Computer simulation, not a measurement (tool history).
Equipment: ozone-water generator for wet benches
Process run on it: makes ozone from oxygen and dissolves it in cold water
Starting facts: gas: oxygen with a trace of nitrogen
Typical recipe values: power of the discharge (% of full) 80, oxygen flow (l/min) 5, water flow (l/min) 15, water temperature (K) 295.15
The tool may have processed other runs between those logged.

run,hour,power of the discharge (% of full),oxygen flow (l/min),water flow (l/min),water temperature (K),dissolved ozone (ppm),ozone in the gas ahead of the water (g/m3)
1,0,80,5,15,295.15,28.2,277.3
2,24.4,80,5,15,295.15,28.3,275.1
3,57.7,80,5,15,295.15,27.8,274.2
4,75.4,80,5,15,295.15,28,275.6
5,104.5,80,5,15,295.15,27.8,275.8
6,137.9,80,5,14,295.15,29.3,273.8
7,159.5,80,5,14,295.15,29.5,274.2
8,176.6,80,5,14,295.15,29.5,275.4
9,191,80,5,14,295.15,29.5,275.4
10,214.5,80,5,15,295.15,28.1,274.2
11,231,59,4.89,15,300.15,19.3,210.2
12,258.8,59,3.03,15,300.15,19.8,270.1
13,284.2,59,3.03,15,300.15,19.9,270.2
14,305.9,80,5,19,295.15,23.1,272.8
15,328.1,80,5,19,295.15,22.8,271
16,343.5,80,5.19,19,296.15,22.6,267.9
17,367.3,81,5.19,12,293.15,33.9,272.5
18,391.6,81,5.19,12,293.15,33.9,271.9
19,414.5,81,5.19,12,293.15,33.7,273.3
20,439.2,81,5.19,22,291.15,21.8,273.2

Alternative continuations, all from the tool just after run 20; predict every row:
A,470.9,81,2.59,22,291.15,?,?
B,470.9,58,3.61,12,295.15,?,?
C,470.9,80,2.62,15,288.15,?,?
D,470.9,80,5,19,293.15,?,?

run,dissolved ozone (ppm),ozone in the gas ahead of the water (g/m3)
A,20,389.6
B,24.5,243.7
C,29.7,381.5
D,23.4,272
With no hidden state in the tool, these same runs would have given:
run,dissolved ozone (ppm),ozone in the gas ahead of the water (g/m3)
A,22,406.1
B,26.5,251.2
C,32.4,397.5
D,25.8,283.4
